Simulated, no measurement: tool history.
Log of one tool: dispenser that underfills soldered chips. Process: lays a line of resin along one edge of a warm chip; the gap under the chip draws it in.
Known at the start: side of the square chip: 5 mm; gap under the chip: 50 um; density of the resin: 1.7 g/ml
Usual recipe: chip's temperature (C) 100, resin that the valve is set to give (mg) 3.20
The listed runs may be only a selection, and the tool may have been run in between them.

run	hour	chip's temperature (C)	resin that the valve is set to give (mg)	time until the resin shows at the far edge (s)	resin that the valve gave (mg)
1	0.0	100	3.20	30.3	3.189
2	4.4	100	3.66	37.4	3.645
# hour 6.4: new syringe of resin
3	9.5	90	3.20	44.3	3.186
# hour 16.2: new syringe of resin
4	17.4	100	3.21	26.0	3.188
5	20.9	100	3.21	31.5	3.175
# hour 26.0: new syringe of resin
6	26.0	100	3.21	24.6	3.160
7	32.4	100	3.21	35.5	3.166
# hour 35.5: new syringe of resin
8	38.8	105	3.20	24.6	3.146
9	44.6	105	3.20	32.7	3.143
# hour 45.5: new syringe of resin
10	48.2	106	3.20	22.3	3.134
11	51.7	106	3.20	26.0	3.130
# hour 55.2: new syringe of resin
12	55.2	86	3.20	43.7	3.119
13	61.7	100	3.94	34.3	3.835
# hour 65.1: new syringe of resin
14	67.1	100	3.94	27.5	3.828
15	73.1	100	3.94	37.2	3.833
# hour 74.8: new syringe of resin
# hour 75.8: dispensing valve cleaned and set on the balance
16	78.3	100	3.94	27.2	3.937
# hour 85.6: new syringe of resin
17	85.6	100	3.94	24.2	3.918
18	92.2	110	3.39	23.5	3.347
# hour 95.2: new syringe of resin
19	96.6	99	2.94	29.0	2.914
20	101.7	91	4.02	50.1	3.966
# hour 104.8: new syringe of resin
21	107.5	88	2.76	49.2	2.721
22	112.4	94	3.20	48.1	3.145
# hour 114.6: new syringe of resin
23	119.8	101	4.13	31.1	4.052
# hour 124.6: new syringe of resin
24	126.7	114	3.34	15.6	3.270
25	132.3	114	3.34	20.8	3.263
# hour 134.5: new syringe of resin
26	139.7	107	2.83	25.5	2.742
# hour 144.2: new syringe of resin
27	145.2	100	2.75	26.0	2.673
28	151.5	100	2.75	37.2	2.661

Branching from run 28: 4 alternative next runs. What would each branch give?
# hour 154.0: new syringe of resin
# hour 155.0: dispensing valve cleaned and set on the balance
A	157.9	86	3.94	?	?
# hour 154.0: new syringe of resin
# hour 155.0: dispensing valve cleaned and set on the balance
B	157.9	100	2.93	?	?
# hour 154.0: new syringe of resin
# hour 155.0: dispensing valve cleaned and set on the balance
C	157.9	90	3.16	?	?
# hour 154.0: new syringe of resin
# hour 155.0: dispensing valve cleaned and set on the balance
D	157.9	86	2.75	?	?

run	time until the resin shows at the far edge (s)	resin that the valve gave (mg)
A	50.0	3.922
B	28.3	2.922
C	43.1	3.147
D	52.7	2.727
Stripped of hidden state, with their random variation kept, the same runs would have yielded:
run	time until the resin shows at the far edge (s)	resin that the valve gave (mg)
A	44.5	3.940
B	25.1	2.935
C	38.4	3.162
D	47.0	2.740
